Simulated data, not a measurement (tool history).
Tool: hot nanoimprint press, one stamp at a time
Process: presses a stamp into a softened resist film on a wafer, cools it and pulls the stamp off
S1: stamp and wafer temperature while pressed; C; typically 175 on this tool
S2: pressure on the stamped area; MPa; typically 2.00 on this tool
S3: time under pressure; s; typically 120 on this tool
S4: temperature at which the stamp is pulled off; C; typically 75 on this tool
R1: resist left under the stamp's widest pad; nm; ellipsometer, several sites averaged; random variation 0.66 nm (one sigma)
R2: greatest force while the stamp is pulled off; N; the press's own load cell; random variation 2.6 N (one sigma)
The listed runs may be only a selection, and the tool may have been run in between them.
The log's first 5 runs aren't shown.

| run | day | S1 | S2 | S3 | S4 | R1 | R2 |
|---|---|---|---|---|---|---|---|
| 6 | 4.762 | 182 | 2.00 | 120 | 75 | 158.4 | 117 |
| 7 | 5.450 | 182 | 2.00 | 120 | 75 | 158.5 | 122 |
| 8 | 6.254 | 182 | 2.00 | 120 | 75 | 158.5 | 125 |
| 9 | 6.775 | 182 | 2.00 | 120 | 75 | 157.1 | 127 |
| 10 | 7.246 | 182 | 2.00 | 120 | 75 | 156.7 | 119 |
| 11 | 7.975 | 175 | 2.00 | 120 | 75 | 209.0 | 120 |
| 12 | 8.979 | 175 | 2.00 | 120 | 75 | 210.2 | 121 |
| 13 | 10.067 | 175 | 2.00 | 120 | 75 | 208.9 | 125 |
| 14 | 10.704 | 175 | 2.00 | 120 | 75 | 209.9 | 122 |
| 15 | 11.779 | 175 | 2.00 | 120 | 75 | 207.9 | 124 |
| 16 | 12.762 | 175 | 1.55 | 120 | 75 | 230.4 | 123 |
| 17 | 13.658 | 186 | 1.55 | 73 | 75 | 185.1 | 122 |
| 18 | 14.321 | 186 | 1.55 | 73 | 75 | 183.8 | 120 |
|  | 14.700 | plate thermocouple calibrated |
| 19 | 15.254 | 186 | 1.55 | 73 | 67 | 184.0 | 146 |

What will run 20 give?
| 20 | 15.704 | 178 | 1.49 | 219 | 75 | ? | ? |

{"run 20": {"R1": 165.0, "R2": 121}}
With no hidden state in the tool, this same run would have given R1 165.0 nm, R2 120 N.

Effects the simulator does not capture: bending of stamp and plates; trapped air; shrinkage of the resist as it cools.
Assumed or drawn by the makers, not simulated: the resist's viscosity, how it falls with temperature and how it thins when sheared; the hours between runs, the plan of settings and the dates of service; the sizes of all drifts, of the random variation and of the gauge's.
